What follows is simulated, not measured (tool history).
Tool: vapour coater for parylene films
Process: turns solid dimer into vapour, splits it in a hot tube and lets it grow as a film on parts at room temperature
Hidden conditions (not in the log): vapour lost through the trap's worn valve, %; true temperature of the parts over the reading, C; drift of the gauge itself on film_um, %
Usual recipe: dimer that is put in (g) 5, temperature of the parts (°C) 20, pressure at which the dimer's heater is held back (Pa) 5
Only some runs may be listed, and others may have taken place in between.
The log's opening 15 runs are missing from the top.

run	hour	dimer that is put in (g)	temperature of the parts (°C)	pressure at which the dimer's heater is held back (Pa)	hours of work since the trap's valve was overhauled	hours of work since the table's thermometer was calibrated	thickness of the film (um)
16	599.3	5	20	5	347	1353	1.386
17	627.3	4	20	5	364	1369	1.105
# hour 685.8: trap's valve overhauled
18	685.8	4	20	5	0	1401	1.111
19	718.1	4	20	5	19	1420	1.102
20	766.6	7	20	5.07	48	1449	1.953
21	811.5	5	27	4.18	74	1475	1.055
22	845.7	6	24	7.44	94	1496	1.318
23	879.4	5	20	2.18	114	1515	1.617
24	920.6	5	18	5	138	1540	1.504
25	971.6	5	28	6.29	168	1570	0.936
26	1010.8	4	20	3.55	192	1593	1.192
27	1047.1	7	12	4.21	213	1614	2.837
28	1099.1	7	12	4.21	244	1645	2.826
29	1123.8	7	12	4.21	258	1659	2.834
30	1164.3	3	27	7.07	282	1683	0.569
31	1220.3	5	18	5	315	1716	1.515
32	1251.3	5	18	5	333	1735	1.498
33	1306.9	5	14	11.72	366	1767	1.538
34	1345.8	5	17	8.57	389	1790	1.439

Branching from run 34: 3 alternative next runs. What would each branch give?
# hour 1362.4: trap's valve overhauled
A	1401	5	13	8.57	23	1820	?
# hour 1362.4: trap's valve overhauled
B	1401	3	20	5	23	1820	?
# hour 1362.4: trap's valve overhauled
C	1401	8	17	6.39	23	1820	?

run	thickness of the film (um)
A	1.702
B	0.838
C	2.431
Without the tool's unlogged condition, the same runs would have read:
run	thickness of the film (um)
A	1.699
B	0.837
C	2.427
